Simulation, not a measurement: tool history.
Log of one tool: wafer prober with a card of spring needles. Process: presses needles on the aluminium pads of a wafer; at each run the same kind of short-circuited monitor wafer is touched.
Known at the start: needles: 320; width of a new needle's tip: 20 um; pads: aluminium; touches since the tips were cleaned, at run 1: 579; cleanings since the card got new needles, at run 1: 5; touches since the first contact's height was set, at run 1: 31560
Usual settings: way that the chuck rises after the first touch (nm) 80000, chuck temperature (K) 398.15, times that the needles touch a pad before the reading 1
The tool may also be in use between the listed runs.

run,hour,way that the chuck rises after the first touch (nm),chuck temperature (K),times that the needles touch a pad before the reading,touches since the tips were cleaned,cleanings since the card got new needles,touches since the first contact's height was set,resistance of one needle with its contact and lead (mohm),way that a needle slides on the pad (nm)
1,0.0,80000,398.15,1,579,5,31560,293,18370
2,10.1,80000,398.15,1,4056,5,35037,290,18380
# hour 12.9: tips cleaned on abrasive film
3,21.7,93000,398.15,1,3027,6,38971,292,21370
# hour 29.0: tips cleaned on abrasive film
4,35.0,80000,302.15,1,2065,7,43482,264,18430
# hour 44.7: tips cleaned on abrasive film
5,52.5,80000,302.15,1,2698,8,49462,262,18460
# hour 60.1: tips cleaned on abrasive film
6,61.2,80000,302.15,1,392,9,52411,264,18450
# hour 75.3: tips cleaned on abrasive film
7,75.3,80000,302.15,1,0,10,57201,264,18490
# hour 90.0: tips cleaned on abrasive film
8,90.6,80000,371.15,1,177,11,62386,285,18460
9,101.8,80000,371.15,1,4033,11,66242,283,18480
# hour 105.0: tips cleaned on abrasive film
10,115.5,80000,371.15,1,3577,12,70887,289,18510
# hour 121.3: tips cleaned on abrasive film
11,131.9,80000,343.15,1,3627,13,76472,278,18540
# hour 136.8: tips cleaned on abrasive film
12,145.5,80000,343.15,1,2967,14,81094,277,18540
# hour 152.0: tips cleaned on abrasive film
13,157.5,80000,398.15,2,1891,15,85181,295,18560
# hour 167.8: tips cleaned on abrasive film
14,169.6,80000,398.15,2,603,16,89296,293,18570
15,178.5,80000,398.15,1,3669,16,92362,291,18590
# hour 183.3: tips cleaned on abrasive film
16,191.1,67000,398.15,2,2671,17,96624,300,15550
# hour 195.9: height of the first contact set anew
# hour 198.6: tips cleaned on abrasive film
17,202.3,67000,311.15,1,1262,18,2136,271,15580
# hour 209.4: gauge calibrated
18,210.4,63000,319.15,1,4048,18,4922,278,14480
# hour 214.3: tips cleaned on abrasive film
19,218.3,63000,319.15,1,1383,19,7611,275,14500
# hour 229.3: tips cleaned on abrasive film
20,236.4,63000,319.15,1,2442,20,13764,275,14500
# hour 244.8: tips cleaned on abrasive film
21,248.2,88000,304.15,2,1147,21,17770,267,20290
# hour 259.5: tips cleaned on abrasive film
22,260.2,84000,398.15,1,219,22,21845,292,19350
# hour 275.6: tips cleaned on abrasive film
23,276.2,84000,379.15,3,221,23,27318,292,19390
# hour 290.5: tips cleaned on abrasive film
24,294.5,80000,321.15,2,1387,24,33552,271,18470
25,304.8,82000,377.15,2,4891,24,37056,286,18960
# hour 305.9: tips cleaned on abrasive film
26,319.2,82000,377.15,2,4577,25,41982,291,18960
# hour 320.8: tips cleaned on abrasive film
# hour 335.8: tips cleaned on abrasive film
27,335.8,74000,351.15,2,0,27,47598,287,17100
28,347.6,68000,298.15,1,4019,27,51617,273,15780
# hour 351.1: tips cleaned on abrasive film
29,358.4,68000,298.15,3,2476,28,55290,268,15720
# hour 365.8: tips cleaned on abrasive film
30,369.5,65000,384.15,1,1292,29,59086,297,15080

Forecast each of these 4 alternatives for the next run:
A,379.8,68000,318.15,2,4820,29,62614,?,?
B,379.8,80000,325.15,1,4820,29,62614,?,?
C,379.8,65000,339.15,1,4820,29,62614,?,?
D,379.8,78000,384.15,1,4820,29,62614,?,?

run,resistance of one needle with its contact and lead (mohm),way that a needle slides on the pad (nm)
A,271,15790
B,269,18570
C,280,15070
D,294,18090
Without the tool's hidden state the same runs would have given:
run,resistance of one needle with its contact and lead (mohm),way that a needle slides on the pad (nm)
A,271,15640
B,268,18380
C,279,14920
D,293,17910
